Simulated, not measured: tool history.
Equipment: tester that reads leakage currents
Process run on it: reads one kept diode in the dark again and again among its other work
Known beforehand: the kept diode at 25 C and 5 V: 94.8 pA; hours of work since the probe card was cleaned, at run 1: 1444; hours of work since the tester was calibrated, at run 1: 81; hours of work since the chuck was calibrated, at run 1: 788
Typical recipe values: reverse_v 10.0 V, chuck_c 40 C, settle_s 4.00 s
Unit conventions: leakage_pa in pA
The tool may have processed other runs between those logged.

run	day	reverse_v	chuck_c	settle_s	hours of work since the probe card was cleaned	hours of work since the tester was calibrated	hours of work since the chuck was calibrated	leakage_pa
1	0.000	10.0	40	4.00	1444	81	788	395.85
2	8.112	10.0	40	4.00	1572	209	917	399.55
3	12.108	10.0	40	4.00	1636	273	980	396.97
4	15.662	10.0	40	4.00	1692	329	1036	398.14
# day 23.075: chuck's temperature calibrated
5	24.125	10.0	23	4.00	1824	461	17	101.70
6	31.683	10.0	23	4.00	1944	581	136	101.27
7	36.754	10.0	23	4.00	2024	661	217	101.64
8	43.746	10.0	23	4.00	2135	772	327	101.96
9	47.571	10.0	23	4.00	2196	833	388	101.13
10	55.221	10.0	23	4.00	2317	954	509	101.20
11	59.038	10.0	23	4.00	2377	1014	569	101.77
12	64.442	5.7	40	4.00	2463	1100	655	328.60
13	68.408	10.0	40	4.00	2525	1162	718	397.37
14	76.567	10.0	40	4.00	2655	1292	847	398.71
15	81.433	10.0	40	4.00	2732	1369	924	398.42
16	89.096	3.6	40	5.02	2853	1490	1045	281.51
17	94.071	10.0	30	4.00	2932	1569	1124	180.96
# day 96.100: chuck's temperature calibrated
# day 98.375: probe card cleaned and baked
18	99.671	1.4	35	5.13	21	1654	55	139.21
19	108.321	16.7	33	4.00	158	1791	192	274.24
20	112.804	3.7	44	0.32	228	1862	263	383.96
21	117.308	3.7	31	0.32	300	1933	334	141.25
22	125.462	10.0	46	1.26	429	2062	463	625.03
23	132.133	10.0	28	3.78	534	2168	568	154.95
24	138.488	10.0	28	3.78	635	2269	669	154.38
25	143.400	10.0	28	3.78	713	2346	747	153.99
26	150.133	1.5	25	1.29	819	2453	853	63.30
27	154.383	10.0	40	2.48	887	2520	921	397.73
28	158.092	11.1	40	4.00	945	2579	979	411.42
29	166.208	14.5	40	4.79	1074	2707	1108	450.98

Each row is a separate what-if for the run after 29, all from the same tool condition, not one after another. Results?
# day 169.267: chuck's temperature calibrated
A	172.229	14.5	27	0.67	1168	2802	47	?
# day 169.267: chuck's temperature calibrated
B	172.229	7.3	26	2.85	1168	2802	47	?
# day 169.267: chuck's temperature calibrated
C	172.229	10.0	40	5.53	1168	2802	47	?
# day 169.267: chuck's temperature calibrated
D	172.229	14.5	31	6.23	1168	2802	47	?
# day 169.267: chuck's temperature calibrated
E	172.229	14.5	43	4.79	1168	2802	47	?

run	leakage_pa
A	163.89
B	117.49
C	398.83
D	224.62
E	566.09
With no hidden state in the tool, these same runs would have given:
run	leakage_pa
A	163.82
B	117.46
C	398.81
D	224.56
E	566.06

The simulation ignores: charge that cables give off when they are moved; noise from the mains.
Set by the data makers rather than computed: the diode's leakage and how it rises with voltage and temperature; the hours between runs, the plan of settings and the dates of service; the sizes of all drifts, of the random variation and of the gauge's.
